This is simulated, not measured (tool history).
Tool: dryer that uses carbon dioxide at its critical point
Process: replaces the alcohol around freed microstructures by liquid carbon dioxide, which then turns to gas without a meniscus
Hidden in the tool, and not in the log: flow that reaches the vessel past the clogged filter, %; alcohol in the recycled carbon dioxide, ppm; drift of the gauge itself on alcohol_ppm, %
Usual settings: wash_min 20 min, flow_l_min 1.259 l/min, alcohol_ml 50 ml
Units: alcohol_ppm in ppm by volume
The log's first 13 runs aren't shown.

run	day	wash_min	flow_l_min	alcohol_ml	hours of work since the filter was changed	hours of work since the purifier's bed was changed	alcohol_ppm
14	21.704	20	1.259	50	284	338	173
15	22.671	20	1.259	50	297	352	185
16	23.875	20	1.259	50	313	368	190
17	25.783	20	1.259	50	339	394	196
18	27.629	20	1.259	50	364	419	217
19	28.833	24	1.259	50	381	436	157
20	30.892	29	0.790	50	409	464	303
21	32.621	20	1.660	47	433	488	155
22	34.288	25	1.040	112	455	510	362
23	36.138	16	1.040	112	481	536	1426
# day 37.167: inlet filter changed
24	38.096	16	1.040	112	13	562	877
25	39.775	16	1.040	112	36	585	905
26	41.267	20	1.259	67	56	605	236
27	42.917	20	1.259	50	78	627	213
28	43.908	21	0.920	50	92	641	381
29	45.696	21	0.920	92	116	665	559
30	47.567	18	0.980	92	142	691	742
# day 49.712: purifier's bed changed
31	49.842	23	1.600	37	171	2	11
32	51.075	15	0.980	45	188	19	549
33	52.738	20	1.300	47	211	41	68
34	53.929	20	1.300	47	227	58	73
35	55.521	20	1.300	47	249	79	89
36	57.008	28	1.490	119	269	100	44
37	59.279	28	1.490	119	300	131	55
38	61.225	16	0.800	119	327	157	2503

4 ways to go on from here, each from the tool as it stands after run 38. What would each give?
A	63.429	26	1.259	50	357	187	?
B	63.429	16	1.740	45	357	187	?
C	63.429	22	1.370	57	357	187	?
D	63.429	22	1.560	33	357	187	?

run	alcohol_ppm
A	78
B	107
C	95
D	67
Without the tool's hidden state the same runs would have given:
run	alcohol_ppm
A	12
B	30
C	19
D	6
